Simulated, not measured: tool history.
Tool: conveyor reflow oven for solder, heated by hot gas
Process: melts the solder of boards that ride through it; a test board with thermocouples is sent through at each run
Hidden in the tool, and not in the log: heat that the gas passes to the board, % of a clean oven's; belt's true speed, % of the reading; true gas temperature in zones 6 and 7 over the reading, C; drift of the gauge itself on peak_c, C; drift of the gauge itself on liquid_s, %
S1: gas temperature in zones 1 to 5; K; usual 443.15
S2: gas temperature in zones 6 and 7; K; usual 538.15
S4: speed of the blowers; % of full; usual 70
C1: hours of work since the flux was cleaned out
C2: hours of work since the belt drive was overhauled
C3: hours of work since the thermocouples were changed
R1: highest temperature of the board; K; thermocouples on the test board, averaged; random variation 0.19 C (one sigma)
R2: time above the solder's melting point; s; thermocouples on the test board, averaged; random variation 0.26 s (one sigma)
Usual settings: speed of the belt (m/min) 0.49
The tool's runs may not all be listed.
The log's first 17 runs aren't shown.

Run 18, day 12.258: usual settings but S1 436.15 K; C1 130; C2 512; C3 321. Result: R1 522.55 K, R2 66.9 s.
Run 19, day 13.121: usual settings but S1 428.15 K, speed of the belt (m/min) 0.415; C1 141; C2 523; C3 333. Result: R1 526.85 K, R2 82.8 s.
Run 20, day 14.042: usual settings but S2 547.15 K, S4 76 % of full; C1 153; C2 535; C3 345. Result: R1 533.25 K, R2 79.3 s.
At day 14.575: flux residue cleaned out of gas plates and filters.
Run 21, day 14.712: usual settings but S2 547.15 K, S4 76 % of full; C1 2; C2 541; C3 351. Result: R1 534.95 K, R2 80.9 s.
Run 22, day 15.283: usual settings but S2 547.15 K, S4 76 % of full; C1 9; C2 549; C3 358. Result: R1 534.95 K, R2 81.2 s.
Run 23, day 15.742: usual settings but S1 453.15 K, S2 540.15 K, speed of the belt (m/min) 0.408, S4 76 % of full; C1 15; C2 555; C3 364. Result: R1 533.65 K, R2 103.2 s.
Run 24, day 16.412: usual settings but S1 453.15 K, S2 540.15 K, speed of the belt (m/min) 0.408, S4 76 % of full; C1 24; C2 564; C3 373. Result: R1 533.85 K, R2 103.4 s.
Run 25, day 16.858: usual settings but S2 540.15 K, S4 57 % of full; C1 30; C2 569; C3 379. Result: R1 523.05 K, R2 69.2 s.
Run 26, day 17.646: usual settings but S1 434.15 K, speed of the belt (m/min) 0.395, S4 62 % of full; C1 40; C2 580; C3 389. Result: R1 528.15 K, R2 91.3 s.
Run 27, day 18.321: usual settings but S1 455.15 K, S2 532.15 K; C1 49; C2 589; C3 398. Result: R1 521.35 K, R2 75.9 s.
Run 28, day 18.779: usual settings but S1 439.15 K, speed of the belt (m/min) 0.521; C1 55; C2 595; C3 404. Result: R1 522.45 K, R2 63.6 s.
Run 29, day 19.529: usual settings but S1 432.15 K, speed of the belt (m/min) 0.537, S4 57 % of full; C1 65; C2 604; C3 414. Result: R1 515.15 K, R2 49.6 s.
Run 30, day 20.175: usual settings but S1 432.15 K, speed of the belt (m/min) 0.537, S4 57 % of full; C1 73; C2 613; C3 422. Result: R1 515.15 K, R2 49.6 s.
Run 31, day 20.879: usual settings but S1 432.15 K, speed of the belt (m/min) 0.537, S4 57 % of full; C1 83; C2 622; C3 432. Result: R1 514.75 K, R2 49.2 s.

3 ways to go on from here, each from the tool as it stands after run 31. What would each give?
Run A, day 21.371: usual settings but S1 432.15 K, S2 533.15 K, speed of the belt (m/min) 0.537, S4 57 % of full; C1 89; C2 629; C3 438. Result: R1 ?, R2 ?.
Run B, day 21.371: usual settings but S1 432.15 K, S2 537.15 K, speed of the belt (m/min) 0.529, S4 79 % of full; C1 89; C2 629; C3 438. Result: R1 ?, R2 ?.
Run C, day 21.371: usual settings but S1 432.15 K, S2 542.15 K, speed of the belt (m/min) 0.537, S4 57 % of full; C1 89; C2 629; C3 438. Result: R1 ?, R2 ?.

run      R1    R2
  A  510.95  44.4
  B  522.35  60.8
  C  518.45  53.3
Without the tool's hidden state the same runs would have given:
run      R1    R2
  A  510.25  43.1
  B  521.85  59.9
  C  517.85    52

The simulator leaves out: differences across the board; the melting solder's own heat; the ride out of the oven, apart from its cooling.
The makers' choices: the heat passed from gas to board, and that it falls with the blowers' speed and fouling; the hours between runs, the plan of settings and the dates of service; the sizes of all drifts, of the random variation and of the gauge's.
